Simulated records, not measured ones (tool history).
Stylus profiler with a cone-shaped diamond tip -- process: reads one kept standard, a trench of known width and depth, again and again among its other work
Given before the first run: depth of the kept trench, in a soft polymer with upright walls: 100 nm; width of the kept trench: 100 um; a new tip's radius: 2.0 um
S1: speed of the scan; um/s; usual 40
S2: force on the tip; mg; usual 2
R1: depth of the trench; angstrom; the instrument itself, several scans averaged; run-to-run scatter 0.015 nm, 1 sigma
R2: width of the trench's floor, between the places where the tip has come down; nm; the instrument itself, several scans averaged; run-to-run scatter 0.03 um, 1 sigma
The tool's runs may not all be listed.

run 1 day=0 | S1=40 S2=2 | R1=1011.7 R2=98510
run 2 day=0.625 | S1=40 S2=3.24 | R1=1016 R2=98590
run 3 day=1.192 | S1=40 S2=3.24 | R1=1015.9 R2=98520
run 4 day=1.708 | S1=40 S2=2 | R1=1011.5 R2=98480
run 5 day=2.471 | S1=40 S2=2 | R1=1011.6 R2=98480
run 6 day=3.358 | S1=40 S2=2 | R1=1011.5 R2=98470
run 7 day=3.879 | S1=40 S2=2 | R1=1011.5 R2=98520
run 8 day=4.633 | S1=40 S2=2 | R1=1011.5 R2=98500
run 9 day=5.621 | S1=80 S2=2 | R1=1011.3 R2=98190
run 10 day=6.612 | S1=80 S2=2 | R1=1011.5 R2=98260
run 11 day=7.267 | S1=40 S2=2 | R1=1011.6 R2=98490
run 12 day=8.067 | S1=40 S2=2 | R1=1011.7 R2=98470
run 13 day=8.483 | S1=40 S2=3.66 | R1=1017.5 R2=98570
run 14 day=9.162 | S1=134 S2=5.35 | R1=1022.2 R2=98190
run 15 day=9.892 | S1=122 S2=4.23 | R1=1019.1 R2=98120
run 16 day=10.858 | S1=15 S2=1.67 | R1=1010.3 R2=98640
run 17 day=11.492 | S1=15 S2=0.86 | R1=1006.5 R2=98540
run 18 day=11.996 | S1=35 S2=2 | R1=1011.5 R2=98510
run 19 day=12.771 | S1=11 S2=1.47 | R1=1009.5 R2=98680
run 20 day=13.529 | S1=11 S2=1.47 | R1=1009.3 R2=98640

For run 21, what comes out?
run 21 day=14.542 | S1=39 S2=1.9 | R1=? R2=?

{"run 21": {"R1": 1010.9, "R2": 98480}}
On a tool with no hidden condition, and with the same random variation, this run would have come out at R1 1010.9 angstrom, R2 98480 nm.

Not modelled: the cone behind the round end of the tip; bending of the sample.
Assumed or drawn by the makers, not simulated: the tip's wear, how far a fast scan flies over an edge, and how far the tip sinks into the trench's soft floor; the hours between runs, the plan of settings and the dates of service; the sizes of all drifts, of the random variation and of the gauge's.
